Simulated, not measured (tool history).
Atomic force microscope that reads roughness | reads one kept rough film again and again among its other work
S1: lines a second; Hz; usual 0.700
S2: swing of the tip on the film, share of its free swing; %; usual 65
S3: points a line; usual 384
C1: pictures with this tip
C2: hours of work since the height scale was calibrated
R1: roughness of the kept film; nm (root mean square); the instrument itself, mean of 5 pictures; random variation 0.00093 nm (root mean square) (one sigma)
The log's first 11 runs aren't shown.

Run 12, day 3.725: usual settings; C1 40; C2 270. Result: R1 0.7275 nm (root mean square).
Run 13, day 4.104: usual settings; C1 57; C2 277. Result: R1 0.7282 nm (root mean square).
Run 14, day 4.404: usual settings; C1 70; C2 283. Result: R1 0.7254 nm (root mean square).
At day 4.712: new tip fitted.
Run 15, day 4.833: usual settings; C1 6; C2 290. Result: R1 0.7300 nm (root mean square).
Run 16, day 5.058: usual settings; C1 16; C2 294. Result: R1 0.7303 nm (root mean square).
Run 17, day 5.438: usual settings; C1 33; C2 302. Result: R1 0.7304 nm (root mean square).
Run 18, day 5.779: usual settings but S1 2.799 Hz; C1 49; C2 308. Result: R1 0.6859 nm (root mean square).
Run 19, day 5.975: usual settings but S2 63 %; C1 58; C2 312. Result: R1 0.7272 nm (root mean square).
Run 20, day 6.354: usual settings but S1 2.162 Hz, S3 663; C1 75; C2 319. Result: R1 0.6953 nm (root mean square).
At day 6.567: new tip fitted.
Run 21, day 6.796: usual settings but S1 1.500 Hz, S2 83 %, S3 706; C1 11; C2 327. Result: R1 0.6709 nm (root mean square).
Run 22, day 7.112: usual settings but S1 0.637 Hz, S2 84 %, S3 381; C1 25; C2 333. Result: R1 0.7083 nm (root mean square).
Run 23, day 7.488: usual settings but S1 3.002 Hz, S2 87 %, S3 381; C1 42; C2 340. Result: R1 0.5844 nm (root mean square).
Run 24, day 7.754: usual settings but S1 3.002 Hz, S2 87 %, S3 381; C1 54; C2 345. Result: R1 0.5834 nm (root mean square).
Run 25, day 8.025: usual settings but S1 2.037 Hz, S2 70 %, S3 321; C1 66; C2 350. Result: R1 0.6843 nm (root mean square).
Run 26, day 8.354: usual settings but S1 2.047 Hz, S2 72 %, S3 385; C1 81; C2 356. Result: R1 0.6786 nm (root mean square).
At day 8.404: new tip fitted.
Run 27, day 8.796: usual settings but S1 2.047 Hz, S2 72 %, S3 421; C1 17; C2 364. Result: R1 0.6853 nm (root mean square).
Run 28, day 9.179: usual settings but S1 2.044 Hz, S2 55 %, S3 421; C1 35; C2 371. Result: R1 0.7224 nm (root mean square).
Run 29, day 9.458: usual settings but S1 2.044 Hz, S2 55 %, S3 421; C1 47; C2 376. Result: R1 0.7196 nm (root mean square).
Run 30, day 9.846: usual settings but S1 2.296 Hz, S2 75 %, S3 402; C1 65; C2 384. Result: R1 0.6637 nm (root mean square).
Run 31, day 10.188: usual settings but S1 2.296 Hz, S2 75 %, S3 402; C1 80; C2 390. Result: R1 0.6605 nm (root mean square).
At day 10.262: new tip fitted.
Run 32, day 10.558: usual settings but S1 3.719 Hz, S2 70 %, S3 280; C1 13; C2 397. Result: R1 0.6510 nm (root mean square).
Run 33, day 10.921: usual settings but S1 0.705 Hz, S2 89 %; C1 30; C2 403. Result: R1 0.6951 nm (root mean square).
Run 34, day 11.167: usual settings but S1 0.511 Hz, S2 74 %, S3 413; C1 41; C2 408. Result: R1 0.7243 nm (root mean square).
Run 35, day 11.408: usual settings but S1 0.511 Hz, S2 74 %, S3 413; C1 52; C2 413. Result: R1 0.7230 nm (root mean square).
Run 36, day 11.738: usual settings but S3 647; C1 67; C2 419. Result: R1 0.7271 nm (root mean square).

Forecast each of these 4 alternatives for the next run:
At day 12.112: new tip fitted.
Run A, day 12.117: usual settings but S2 82 %; C1 0; C2 425. Result: R1 ?.
At day 12.112: new tip fitted.
Run B, day 12.117: usual settings but S1 0.569 Hz; C1 0; C2 425. Result: R1 ?.
At day 12.112: new tip fitted.
Run C, day 12.117: usual settings but S1 3.090 Hz, S2 58 %, S3 348; C1 0; C2 425. Result: R1 ?.
At day 12.112: new tip fitted.
Run D, day 12.117: usual settings but S1 1.136 Hz, S2 72 %, S3 647; C1 0; C2 425. Result: R1 ?.

run      R1
  A  0.7139
  B  0.7358
  C  0.7081
  D  0.7135
Without the tool's hidden state the same runs would have given:
run      R1
  A  0.7120
  B  0.7338
  C  0.7062
  D  0.7115
